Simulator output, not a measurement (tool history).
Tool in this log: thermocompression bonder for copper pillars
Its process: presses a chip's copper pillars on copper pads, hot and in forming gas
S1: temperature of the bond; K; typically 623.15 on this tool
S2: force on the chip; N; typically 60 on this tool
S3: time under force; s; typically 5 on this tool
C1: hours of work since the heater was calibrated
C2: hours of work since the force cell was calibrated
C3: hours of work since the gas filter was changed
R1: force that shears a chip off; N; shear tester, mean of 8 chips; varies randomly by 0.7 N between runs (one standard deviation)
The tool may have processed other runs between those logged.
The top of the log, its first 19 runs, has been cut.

| run | day | S1 | S2 | S3 | C1 | C2 | C3 | R1 |
|---|---|---|---|---|---|---|---|---|
| 20 | 17.188 | 623.15 | 60 | 5 | 104 | 385 | 97 | 47.4 |
| 21 | 18.108 | 623.15 | 60 | 5 | 115 | 396 | 108 | 47.6 |
| 22 | 18.854 | 623.15 | 60 | 5 | 125 | 406 | 118 | 48.1 |
| 23 | 19.8 | 623.15 | 40 | 5 | 137 | 418 | 130 | 33.5 |
| 24 | 20.583 | 623.15 | 55 | 3 | 147 | 428 | 140 | 35.4 |
| 25 | 21.167 | 628.15 | 70 | 10 | 154 | 435 | 147 | 70.7 |
|  | 21.871 | forming gas filter changed |
| 26 | 22.175 | 650.15 | 46 | 9 | 167 | 448 | 4 | 64.7 |
| 27 | 23.312 | 650.15 | 76 | 6 | 181 | 462 | 18 | 81.6 |
| 28 | 24.496 | 607.15 | 45 | 3 | 196 | 477 | 33 | 23.2 |
| 29 | 25.188 | 607.15 | 79 | 9 | 205 | 486 | 42 | 62.1 |
| 30 | 26.312 | 600.15 | 64 | 9 | 219 | 500 | 56 | 46.1 |
| 31 | 26.912 | 600.15 | 64 | 9 | 226 | 507 | 64 | 46.4 |
| 32 | 27.629 | 644.15 | 85 | 14 | 235 | 516 | 73 | 100.3 |
| 33 | 28.167 | 644.15 | 85 | 14 | 242 | 523 | 80 | 99.4 |
| 34 | 28.758 | 644.15 | 85 | 14 | 250 | 531 | 87 | 99.8 |
| 35 | 29.938 | 623.15 | 44 | 12 | 265 | 546 | 102 | 49.6 |
| 36 | 30.879 | 623.15 | 44 | 12 | 276 | 557 | 114 | 50.7 |
| 37 | 31.9 | 623.15 | 44 | 12 | 289 | 570 | 127 | 49.5 |
| 38 | 32.712 | 623.15 | 58 | 6 | 300 | 581 | 137 | 48.2 |
| 39 | 33.312 | 617.15 | 66 | 15 | 307 | 588 | 145 | 67.5 |

Each row is a separate what-if for the run after 39, all from the same tool condition, not one after another. Results?
| A | 34.004 | 626.15 | 68 | 8 | 316 | 597 | 153 | ? |
| B | 34.004 | 635.15 | 57 | 4 | 316 | 597 | 153 | ? |
| C | 34.004 | 612.15 | 55 | 14 | 316 | 597 | 153 | ? |
| D | 34.004 | 599.15 | 43 | 3 | 316 | 597 | 153 | ? |
| E | 34.004 | 621.15 | 56 | 9 | 316 | 597 | 153 | ? |

| run | R1 |
|---|---|
| A | 61.7 |
| B | 46 |
| C | 53.6 |
| D | 17.9 |
| E | 52.5 |
Stripped of hidden state, with their random variation kept, the same runs would have yielded:
| run | R1 |
|---|---|
| A | 67.3 |
| B | 50.3 |
| C | 58.8 |
| D | 20 |
| E | 57.5 |
